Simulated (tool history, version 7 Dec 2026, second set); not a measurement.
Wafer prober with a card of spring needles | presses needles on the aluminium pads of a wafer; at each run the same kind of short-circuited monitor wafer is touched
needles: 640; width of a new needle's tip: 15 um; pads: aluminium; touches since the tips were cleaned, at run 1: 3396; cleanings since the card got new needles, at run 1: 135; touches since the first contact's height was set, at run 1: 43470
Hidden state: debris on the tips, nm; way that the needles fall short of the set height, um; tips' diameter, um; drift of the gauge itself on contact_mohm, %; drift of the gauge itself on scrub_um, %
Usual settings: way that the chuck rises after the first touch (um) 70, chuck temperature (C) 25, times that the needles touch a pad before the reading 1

| run | hour | way that the chuck rises after the first touch (um) | chuck temperature (C) | times that the needles touch a pad before the reading | touches since the tips were cleaned | cleanings since the card got new needles | touches since the first contact's height was set | resistance of one needle with its contact and lead (mohm) | way that a needle slides on the pad (um) |
|---|---|---|---|---|---|---|---|---|---|
| 1 | 0.0 | 70 | 25 | 1 | 3396 | 135 | 43470 | 222 | 16.17 |
|  | 5.5 | tips cleaned on abrasive film |
|  | 21.7 | tips cleaned on abrasive film |
| 2 | 34.7 | 70 | 25 | 1 | 4916 | 137 | 56571 | 223 | 16.09 |
|  | 38.3 | tips cleaned on abrasive film |
|  | 55.4 | tips cleaned on abrasive film |
|  | 70.5 | tips cleaned on abrasive film |
| 3 | 70.5 | 70 | 25 | 1 | 0 | 140 | 70091 | 224 | 16.20 |
|  | 87.6 | tips cleaned on abrasive film |
|  | 104.4 | tips cleaned on abrasive film |
|  | 121.4 | tips cleaned on abrasive film |
| 4 | 121.8 | 70 | 25 | 1 | 132 | 143 | 89461 | 223 | 16.18 |
|  | 136.2 | tips cleaned on abrasive film |
|  | 153.0 | tips cleaned on abrasive film |
| 5 | 159.0 | 70 | 25 | 1 | 2294 | 145 | 103559 | 229 | 16.18 |
|  | 169.7 | tips cleaned on abrasive film |
|  | 185.8 | tips cleaned on abrasive film |
|  | 202.7 | tips cleaned on abrasive film |
| 6 | 209.1 | 70 | 25 | 1 | 2428 | 148 | 122463 | 225 | 16.21 |
|  | 217.6 | tips cleaned on abrasive film |
|  | 234.2 | tips cleaned on abrasive film |
|  | 250.7 | tips cleaned on abrasive film |
| 7 | 264.7 | 70 | 25 | 1 | 5333 | 151 | 143501 | 224 | 16.14 |
|  | 268.3 | tips cleaned on abrasive film |
|  | 284.2 | tips cleaned on abrasive film |
| 8 | 292.3 | 70 | 25 | 1 | 3053 | 153 | 153905 | 226 | 16.11 |
|  | 298.9 | tips cleaned on abrasive film |
|  | 316.6 | tips cleaned on abrasive film |
| 9 | 316.9 | 70 | 25 | 2 | 118 | 155 | 163196 | 224 | 16.09 |
|  | 333.1 | tips cleaned on abrasive film |
|  | 348.0 | tips cleaned on abrasive film |
| 10 | 353.2 | 70 | 27 | 2 | 1991 | 157 | 176937 | 223 | 16.23 |
|  | 363.3 | tips cleaned on abrasive film |
|  | 380.1 | tips cleaned on abrasive film |
| 11 | 384.7 | 70 | 27 | 2 | 1751 | 159 | 188828 | 225 | 16.10 |
|  | 397.7 | tips cleaned on abrasive film |
|  | 414.8 | tips cleaned on abrasive film |
|  | 421.5 | height of the first contact set anew |
| 12 | 424.5 | 70 | 27 | 2 | 3573 | 161 | 1135 | 228 | 16.15 |
|  | 431.6 | tips cleaned on abrasive film |
|  | 445.7 | tips cleaned on abrasive film |
|  | 462.3 | tips cleaned on abrasive film |
|  | 476.4 | tips cleaned on abrasive film |
| 13 | 480.9 | 70 | 27 | 2 | 1711 | 165 | 22457 | 224 | 16.10 |
|  | 493.2 | tips cleaned on abrasive film |
|  | 509.2 | tips cleaned on abrasive film |
|  | 526.5 | tips cleaned on abrasive film |
| 14 | 528.0 | 75 | 27 | 2 | 574 | 168 | 40244 | 221 | 17.28 |
|  | 541.0 | tips cleaned on abrasive film |
|  | 555.3 | tips cleaned on abrasive film |
| 15 | 555.3 | 70 | 25 | 1 | 0 | 170 | 50536 | 227 | 16.21 |
|  | 572.5 | tips cleaned on abrasive film |
| 16 | 585.7 | 75 | 73 | 1 | 5019 | 171 | 62078 | 238 | 17.34 |
|  | 589.2 | tips cleaned on abrasive film |
|  | 605.2 | tips cleaned on abrasive film |
|  | 621.4 | tips cleaned on abrasive film |
| 17 | 634.5 | 78 | 55 | 3 | 4992 | 174 | 80513 | 230 | 17.98 |
|  | 638.2 | tips cleaned on abrasive film |
|  | 654.8 | tips cleaned on abrasive film |
|  | 672.5 | tips cleaned on abrasive film |
| 18 | 686.4 | 87 | 39 | 3 | 5268 | 177 | 100103 | 224 | 20.01 |
|  | 690.0 | tips cleaned on abrasive film |
|  | 706.6 | tips cleaned on abrasive film |
| 19 | 719.6 | 67 | 25 | 1 | 4947 | 179 | 112650 | 229 | 15.37 |
|  | 722.9 | tips cleaned on abrasive film |
|  | 739.9 | tips cleaned on abrasive film |
| 20 | 747.6 | 67 | 25 | 1 | 2895 | 181 | 123219 | 224 | 15.39 |
|  | 754.7 | tips cleaned on abrasive film |
|  | 771.3 | tips cleaned on abrasive film |
| 21 | 782.4 | 67 | 25 | 1 | 4201 | 183 | 136374 | 225 | 15.49 |
|  | 788.4 | tips cleaned on abrasive film |
|  | 804.7 | tips cleaned on abrasive film |
| 22 | 814.1 | 60 | 117 | 2 | 3568 | 185 | 148368 | 250 | 13.81 |
|  | 820.1 | tips cleaned on abrasive film |
|  | 836.9 | tips cleaned on abrasive film |
|  | 854.1 | tips cleaned on abrasive film |
| 23 | 860.1 | 79 | 30 | 1 | 2262 | 188 | 165730 | 222 | 18.24 |
|  | 868.6 | tips cleaned on abrasive film |
|  | 885.8 | tips cleaned on abrasive film |
|  | 900.5 | tips cleaned on abrasive film |
|  | 917.4 | tips cleaned on abrasive film |
| 24 | 918.5 | 79 | 27 | 1 | 427 | 192 | 187807 | 223 | 18.15 |
|  | 931.7 | tips cleaned on abrasive film |
|  | 947.8 | tips cleaned on abrasive film |
|  | 958.1 | height of the first contact set anew |
|  | 964.3 | tips cleaned on abrasive film |
| 25 | 976.0 | 60 | 37 | 1 | 4445 | 195 | 6768 | 231 | 13.91 |
|  | 979.7 | tips cleaned on abrasive film |
|  | 996.1 | tips cleaned on abrasive film |
|  | 1012.0 | tips cleaned on abrasive film |
| 26 | 1015.8 | 60 | 37 | 1 | 1432 | 198 | 21770 | 229 | 13.82 |
|  | 1026.3 | tips cleaned on abrasive film |
|  | 1042.0 | tips cleaned on abrasive film |
|  | 1058.0 | tips cleaned on abrasive film |
| 27 | 1066.4 | 60 | 37 | 1 | 3190 | 201 | 40890 | 229 | 13.74 |
|  | 1072.9 | tips cleaned on abrasive film |
|  | 1089.5 | tips cleaned on abrasive film |
|  | 1105.5 | tips cleaned on abrasive film |
| 28 | 1106.9 | 70 | 54 | 1 | 527 | 204 | 56184 | 233 | 16.16 |

Forecast each of these 3 alternatives for the next run:
|  | 1120.8 | tips cleaned on abrasive film |
|  | 1137.7 | tips cleaned on abrasive film |
|  | 1155.4 | tips cleaned on abrasive film |
| A | 1165.2 | 87 | 111 | 1 | 3730 | 207 | 78226 | ? | ? |
|  | 1120.8 | tips cleaned on abrasive film |
|  | 1137.7 | tips cleaned on abrasive film |
|  | 1155.4 | tips cleaned on abrasive film |
| B | 1165.2 | 70 | 25 | 2 | 3730 | 207 | 78226 | ? | ? |
|  | 1120.8 | tips cleaned on abrasive film |
|  | 1137.7 | tips cleaned on abrasive film |
|  | 1155.4 | tips cleaned on abrasive film |
| C | 1165.2 | 70 | 41 | 1 | 3730 | 207 | 78226 | ? | ? |

| run | resistance of one needle with its contact and lead (mohm) | way that a needle slides on the pad (um) |
|---|---|---|
| A | 244 | 19.96 |
| B | 227 | 16.20 |
| C | 228 | 16.08 |
Without the tool's hidden state the same runs would have given:
| run | resistance of one needle with its contact and lead (mohm) | way that a needle slides on the pad (um) |
|---|---|---|
| A | 244 | 19.96 |
| B | 227 | 16.21 |
| C | 228 | 16.08 |
